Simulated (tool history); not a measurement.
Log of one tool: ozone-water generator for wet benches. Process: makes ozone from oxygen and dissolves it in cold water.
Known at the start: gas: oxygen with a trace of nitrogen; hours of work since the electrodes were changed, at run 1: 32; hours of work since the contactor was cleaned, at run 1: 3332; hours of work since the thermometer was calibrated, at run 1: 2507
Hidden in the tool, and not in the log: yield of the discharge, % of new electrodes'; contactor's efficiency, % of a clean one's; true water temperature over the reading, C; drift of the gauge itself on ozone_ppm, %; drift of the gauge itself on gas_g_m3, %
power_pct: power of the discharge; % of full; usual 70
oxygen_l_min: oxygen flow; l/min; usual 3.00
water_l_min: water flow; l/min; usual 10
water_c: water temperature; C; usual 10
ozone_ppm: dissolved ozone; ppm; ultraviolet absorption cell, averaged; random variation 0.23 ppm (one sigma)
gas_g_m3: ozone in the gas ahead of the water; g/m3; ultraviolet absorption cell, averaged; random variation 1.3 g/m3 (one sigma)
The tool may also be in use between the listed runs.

run    hour  power_pct  oxygen_l_min  water_l_min  water_c  hours of work since the electrodes were changed  hours of work since the contactor was cleaned  hours of work since the thermometer was calibrated  ozone_ppm  gas_g_m3
  1     0.0         70          3.00           10       10                                               32                                           3332                                                2507       33.1     245.9
  2    60.6         70          3.00           10       10                                               77                                           3377                                                2552       32.9     242.6
  3   123.3         70          3.00           10       10                                              123                                           3423                                                2598       33.0     246.2
  4   184.8         70          3.00           10       10                                              168                                           3468                                                2643       32.8     246.9
  5   262.4         70          3.00           10       10                                              226                                           3526                                                2701       33.3     246.3
  6   297.2         70          3.00           10       10                                              252                                           3552                                                2727       32.9     242.2
  7   335.9         70          3.00           10       17                                              280                                           3580                                                2755       29.5     243.7
  8   372.7         70          3.00           10       17                                              307                                           3607                                                2782       29.6     243.1
  9   435.6         70          3.00           10       17                                              354                                           3654                                                2829       29.9     240.8
 10   492.8         70          3.00           10       17                                              396                                           3696                                                2871       29.4     240.2
 11   563.2         70          3.00           10       16                                              448                                           3748                                                2923       30.2     242.7
 12   622.8         70          3.00           10       16                                              492                                           3792                                                2967       30.1     242.9
 13   657.4         89          3.00           10       10                                              518                                           3818                                                2993       40.1     296.3
 14   737.1         70          3.00           10       10                                              577                                           3877                                                3052       32.4     238.3
 15   789.0         70          3.00           10       10                                              615                                           3915                                                3090       32.5     239.4
 16   866.6         70          3.17           10       10                                              673                                           3973                                                3148       33.0     236.5
      904.0  -- contactor cleaned
 17   942.2         70          3.17           10       10                                              726                                             28                                                3201       33.4     236.3
 18   993.3         70          3.17           10       10                                              764                                             66                                                3238       33.8     234.5
 19  1032.2         70          3.17           16       10                                              792                                             95                                                3267       20.7     235.5
 20  1107.2         85          3.23            9       14                                              848                                            150                                                3323       40.2     272.2
 21  1181.7         85          3.58            9       16                                              903                                            205                                                3378       39.3     257.7
 22  1247.1         44          3.02            6       11                                              951                                            254                                                3426       32.6     163.1
 23  1300.2         44          2.35           11       11                                              990                                            293                                                3465       19.1     182.1
 24  1356.1         44          2.35           11       11                                             1032                                            334                                                3507       19.3     182.1
 25  1422.5         79          2.37            8       10                                             1081                                            383                                                3556       43.2     291.0
 26  1505.9         78          2.37           13       15                                             1143                                            445                                                3618       25.3     286.6
 27  1566.1         78          2.37           13       15                                             1187                                            490                                                3662       24.7     289.2
 28  1640.1         52          1.89            9       10                                             1242                                            544                                                3717       26.2     231.0

Forecast run 29:
 29  1715.8         66          3.34           10       10                                             1298                                            600                                                3773          ?         ?

ozone_ppm: 31.4 ppm
gas_g_m3: 214.6 g/m3
Without the tool's hidden state the same run would have given ozone_ppm 32.6 ppm, gas_g_m3 220.3 g/m3.
